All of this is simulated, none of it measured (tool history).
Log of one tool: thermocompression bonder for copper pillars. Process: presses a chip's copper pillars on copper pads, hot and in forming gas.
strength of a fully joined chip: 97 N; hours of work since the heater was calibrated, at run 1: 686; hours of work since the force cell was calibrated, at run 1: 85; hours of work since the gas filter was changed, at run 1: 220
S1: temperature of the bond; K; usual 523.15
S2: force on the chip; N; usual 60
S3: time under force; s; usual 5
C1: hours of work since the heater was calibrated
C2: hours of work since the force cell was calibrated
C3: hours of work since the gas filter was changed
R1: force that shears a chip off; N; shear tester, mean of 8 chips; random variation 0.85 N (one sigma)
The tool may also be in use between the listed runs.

run   hour      S1  S2  S3   C1   C2   C3    R1
  1    0.0  523.15  60   5  686   85  220  69.9
  2    8.0  523.15  60   5  690   89  224  70.1
  3   16.4  523.15  60   5  695   93  229  70.5
  4   26.4  523.15  60   4  700   98  234  67.2
      37.6  -- forming gas filter changed
  5   37.6  523.15  60   4  705  104    0  74.6
  6   49.2  523.15  60   7  711  110    6  81.5
  7   54.9  516.15  60   5  714  113    9  74.3
  8   66.6  523.15  60  13  720  119   15  89.6
  9   74.7  523.15  60   5  725  123   19  77.1
 10   84.2  523.15  60   5  729  128   24  77.2
 11   95.1  523.15  52   5  735  134   30  72.8
     106.5  -- heater calibrated with a thermocouple chip
 12  109.0  523.15  55   5    1  140   36  78.1
 13  116.1  523.15  55   5    5  144   40  78.3
 14  125.7  523.15  60   5   10  148   45  80.5
 15  137.7  531.15  60   5   16  155   51  83.0
 16  146.8  531.15  60   5   21  159   55  83.9
 17  158.5  531.15  60   5   27  165   62  82.4
 18  165.5  523.15  60  14   30  169   65  90.2
 19  170.7  523.15  60  14   33  172   68  89.6
     174.7  -- heater calibrated with a thermocouple chip, once more
 20  180.6  523.15  60  14    3  176   72  80.5
 21  188.7  503.15  70  14    7  180   76  76.3
 22  199.2  503.15  85   4   13  186   82  61.7
 23  208.3  503.15  85   4   17  190   86  60.4
 24  214.5  503.15  85   4   21  193   89  60.4
 25  220.4  539.15  74   6   24  197   93  83.5
 26  228.7  496.15  45   5   28  201   97  39.5
 27  236.2  496.15  45   5   32  205  101  39.1
 28  243.8  498.15  86   5   36  209  105  60.8
 29  254.4  498.15  86   5   41  214  110  60.5
 30  262.7  499.15  39   6   46  218  114  40.1
 31  272.0  536.15  58   6   50  223  119  77.3
 32  280.1  536.15  58   6   55  227  123  76.1
 33  286.9  516.15  37  11   58  231  127  58.9
 34  294.9  516.15  37  11   62  235  131  60.7
 35  303.2  506.15  60  13   67  239  135  70.3
 36  309.1  511.15  41   4   70  242  138  42.0
 37  316.5  531.15  88   4   73  246  142  78.0
 38  327.9  523.15  62   5   79  252  148  67.6
 39  334.7  545.15  40   5   83  256  152  68.3

Forecast each of these 5 alternatives for the next run:
  A  345.9  523.15  47  11  89  261  157   ?
  B  345.9  509.15  90  13  89  261  157   ?
  C  345.9  498.15  49  13  89  261  157   ?
  D  345.9  510.15  40  14  89  261  157   ?
  E  345.9  545.15  40   7  89  261  157   ?

run    R1
  A  71.2
  B  80.3
  C  59.4
  D  60.1
  E  73.4
Without the tool's hidden state the same runs would have given:
run    R1
  A  74.6
  B  84.9
  C  61.8
  D  62.7
  E  77.1
